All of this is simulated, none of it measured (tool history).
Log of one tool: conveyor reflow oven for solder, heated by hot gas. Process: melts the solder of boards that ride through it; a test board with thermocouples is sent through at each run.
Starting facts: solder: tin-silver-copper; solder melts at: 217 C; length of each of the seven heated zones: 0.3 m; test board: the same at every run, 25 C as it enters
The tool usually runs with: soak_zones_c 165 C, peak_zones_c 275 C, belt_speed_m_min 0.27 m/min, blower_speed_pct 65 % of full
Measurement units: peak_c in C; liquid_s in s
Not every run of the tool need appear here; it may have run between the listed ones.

run   hour  soak_zones_c  peak_zones_c  belt_speed_m_min  blower_speed_pct  peak_c  liquid_s
  1      0           165           275              0.27                65   262.8     108.3
  2   15.7           165           275              0.27                65   262.7     108.7
  3   30.9           165           275              0.27                65   263.1     108.5
  4   57.2           165           275              0.27                65     263     108.6
  5   84.2           165           275              0.27                85   266.9     113.3
  6  109.1           165           275              0.27                85   266.9     113.9

Run 7 has not been measured yet. What should we expect?
  7  125.1           153           285             0.319                52       ?         ?

Run 7 measured peak_c 258.9 C, liquid_s 80.3 s.
With the hidden condition absent and the run-to-run variation left alone, this run would have shown peak_c 259 C, liquid_s 80.3 s.

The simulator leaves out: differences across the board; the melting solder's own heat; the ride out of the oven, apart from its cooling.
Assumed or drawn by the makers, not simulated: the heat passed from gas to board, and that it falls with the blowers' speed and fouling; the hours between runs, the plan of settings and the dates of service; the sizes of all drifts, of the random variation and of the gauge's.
